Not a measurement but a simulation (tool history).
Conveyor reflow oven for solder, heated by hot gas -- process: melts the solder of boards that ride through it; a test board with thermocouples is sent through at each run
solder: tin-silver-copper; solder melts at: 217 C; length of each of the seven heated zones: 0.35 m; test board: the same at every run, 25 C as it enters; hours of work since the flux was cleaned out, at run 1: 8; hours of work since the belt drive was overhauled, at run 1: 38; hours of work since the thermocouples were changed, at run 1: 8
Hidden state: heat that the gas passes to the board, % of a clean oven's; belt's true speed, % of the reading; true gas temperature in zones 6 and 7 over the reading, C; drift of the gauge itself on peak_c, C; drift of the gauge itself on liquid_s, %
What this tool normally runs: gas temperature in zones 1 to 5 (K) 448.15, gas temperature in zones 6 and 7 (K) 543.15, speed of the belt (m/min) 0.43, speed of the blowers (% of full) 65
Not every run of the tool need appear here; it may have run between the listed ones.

run,hour,gas temperature in zones 1 to 5 (K),gas temperature in zones 6 and 7 (K),speed of the belt (m/min),speed of the blowers (% of full),hours of work since the flux was cleaned out,hours of work since the belt drive was overhauled,hours of work since the thermocouples were changed,highest temperature of the board (K),time above the solder's melting point (s)
1,0,448.15,543.15,0.43,65,8,38,8,526.75,74.1
2,24.6,448.15,543.15,0.43,76,24,53,24,529.95,78
3,42.1,448.15,543.15,0.47,76,35,64,35,526.85,68.7
4,73.1,448.15,543.15,0.47,76,54,84,54,526.45,68.4
5,107.8,448.15,543.15,0.43,65,76,106,76,525.95,73.7
6,134.8,448.15,543.15,0.43,65,93,123,93,525.55,73.2
7,163.2,448.15,543.15,0.43,65,111,140,111,525.65,74
8,182.2,448.15,555.15,0.43,65,123,152,123,536.15,82
9,202.9,441.15,555.15,0.43,65,136,165,136,534.85,77.6
10,217.4,441.15,555.15,0.43,65,145,174,145,534.25,77.2
# hour 225.7: flux residue cleaned out of gas plates and filters
11,246.3,448.15,543.15,0.413,65,13,189,160,526.15,77.3
12,268.7,448.15,543.15,0.413,65,27,203,174,525.65,76.3
# hour 292.4: flux residue cleaned out of gas plates and filters, once more
13,296.5,448.15,543.15,0.43,65,3,218,188,526.65,74
14,321.5,448.15,543.15,0.43,65,18,233,204,526.25,73.8
15,348.5,448.15,543.15,0.43,65,35,250,221,525.75,74.3
16,365.2,448.15,543.15,0.43,65,46,261,231,525.55,73.7
17,392.2,456.15,543.15,0.43,56,63,278,248,524.35,75.3
18,419.8,456.15,543.15,0.43,56,80,295,265,524.55,75.6
19,437.6,460.15,537.15,0.43,83,91,306,276,525.65,81.9
20,462.1,460.15,537.15,0.43,83,106,322,292,526.35,81.8
21,487.8,460.15,537.15,0.43,83,123,338,308,525.95,82.1
22,515.6,445.15,544.15,0.43,65,140,355,325,525.35,71.6
23,538.9,436.15,536.15,0.43,65,155,370,340,516.45,59.2
24,554.7,442.15,555.15,0.342,65,164,380,350,542.55,106.3
# hour 565.7: flux residue cleaned out of gas plates and filters
25,585.3,442.15,555.15,0.342,65,12,396,366,542.95,107.2
26,602,441.15,543.15,0.471,65,23,406,376,521.05,59.8
27,621.2,441.15,550.15,0.423,65,35,418,388,531.15,77
28,649.5,441.15,550.15,0.423,65,53,436,406,530.65,76.9
29,670.3,448.15,556.15,0.43,83,66,449,419,542.35,86.2
30,698.3,448.15,556.15,0.43,83,83,467,437,541.55,86.1
31,712.5,456.15,534.15,0.43,62,92,475,446,518.95,70.2
32,731.7,456.15,534.15,0.497,62,104,488,458,513.95,53.5

Run by run, hidden condition taken away, random variation retained:
run,highest temperature of the board (K),time above the solder's melting point (s)
1,526.65,73.8
2,529.85,77.9
3,526.85,68.7
4,526.65,68.6
5,526.35,74
6,526.05,73.6
7,526.25,74.6
8,536.95,82.3
9,535.75,78.2
10,535.15,77.9
11,527.55,78.8
12,527.15,77.9
13,526.85,73.8
14,526.45,73.8
15,526.15,74.4
16,525.95,73.9
17,524.75,75.5
18,525.05,75.9
19,526.35,82.2
20,527.05,82.3
21,526.75,82.6
22,526.45,72.5
23,517.75,60.9
24,543.65,106.7
25,543.15,106.7
26,521.35,59.8
27,531.55,76.9
28,531.25,76.9
29,543.05,86.1
30,542.45,86.1
31,519.65,70.7
32,514.85,54.4

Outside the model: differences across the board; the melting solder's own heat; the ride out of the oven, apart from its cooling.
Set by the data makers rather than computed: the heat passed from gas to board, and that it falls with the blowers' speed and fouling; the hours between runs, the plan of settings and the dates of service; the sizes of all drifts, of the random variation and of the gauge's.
